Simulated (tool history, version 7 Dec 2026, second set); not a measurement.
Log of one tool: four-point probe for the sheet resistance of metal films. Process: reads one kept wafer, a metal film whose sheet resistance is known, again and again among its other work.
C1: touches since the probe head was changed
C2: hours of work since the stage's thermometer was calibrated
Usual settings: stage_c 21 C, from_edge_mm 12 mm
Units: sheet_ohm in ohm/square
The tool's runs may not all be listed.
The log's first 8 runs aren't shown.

run 9 day=6.046 | stage_c=27 from_edge_mm=12 | C1=10155 C2=1169 | sheet_ohm=15.542084
run 10 day=6.908 | stage_c=27 from_edge_mm=12 | C1=10390 C2=1179 | sheet_ohm=15.538646
run 11 day=7.325 | stage_c=21 from_edge_mm=12 | C1=10501 C2=1184 | sheet_ohm=15.589993
run 12 day=8.279 | stage_c=21 from_edge_mm=17 | C1=10760 C2=1196 | sheet_ohm=15.583557
run 13 day=8.738 | stage_c=21 from_edge_mm=11 | C1=10885 C2=1201 | sheet_ohm=15.588415
run 14 day=9.204 | stage_c=21 from_edge_mm=17 | C1=11011 C2=1207 | sheet_ohm=15.582207
run 15 day=9.629 | stage_c=21 from_edge_mm=17 | C1=11127 C2=1212 | sheet_ohm=15.576634
run 16 day=10.288 | stage_c=21 from_edge_mm=37 | C1=11304 C2=1220 | sheet_ohm=15.572878
run 17 day=10.725 | stage_c=21 from_edge_mm=37 | C1=11424 C2=1225 | sheet_ohm=15.567106
run 18 day=11.429 | stage_c=21 from_edge_mm=37 | C1=11614 C2=1233 | sheet_ohm=15.576188
run 19 day=11.833 | stage_c=27 from_edge_mm=12 | C1=11724 C2=1238 | sheet_ohm=15.536562
run 20 day=12.367 | stage_c=31 from_edge_mm=29 | C1=11868 C2=1245 | sheet_ohm=15.495621
run 21 day=12.888 | stage_c=26 from_edge_mm=11 | C1=12009 C2=1251 | sheet_ohm=15.545432
-- day=12.992 stage's thermometer calibrated
run 22 day=13.471 | stage_c=26 from_edge_mm=11 | C1=12162 C2=6 | sheet_ohm=15.540089
run 23 day=14.300 | stage_c=25 from_edge_mm=31 | C1=12386 C2=16 | sheet_ohm=15.533322
run 24 day=14.929 | stage_c=19 from_edge_mm=4 | C1=12557 C2=23 | sheet_ohm=15.710882
run 25 day=15.642 | stage_c=19 from_edge_mm=4 | C1=12750 C2=32 | sheet_ohm=15.702686
-- day=16.025 stage's thermometer calibrated, once more
run 26 day=16.438 | stage_c=19 from_edge_mm=4 | C1=12959 C2=5 | sheet_ohm=15.736875
run 27 day=17.158 | stage_c=27 from_edge_mm=10 | C1=13155 C2=14 | sheet_ohm=15.561618
run 28 day=17.829 | stage_c=31 from_edge_mm=9 | C1=13337 C2=22 | sheet_ohm=15.534899

Run 29 comes next. What will it give?
run 29 day=18.554 | stage_c=31 from_edge_mm=37 | C1=13533 C2=30 | sheet_ohm=?

{"run 29": {"sheet_ohm": 15.509347}}
Without the tool's hidden state the same run would have given sheet_ohm 15.482112 ohm/square.

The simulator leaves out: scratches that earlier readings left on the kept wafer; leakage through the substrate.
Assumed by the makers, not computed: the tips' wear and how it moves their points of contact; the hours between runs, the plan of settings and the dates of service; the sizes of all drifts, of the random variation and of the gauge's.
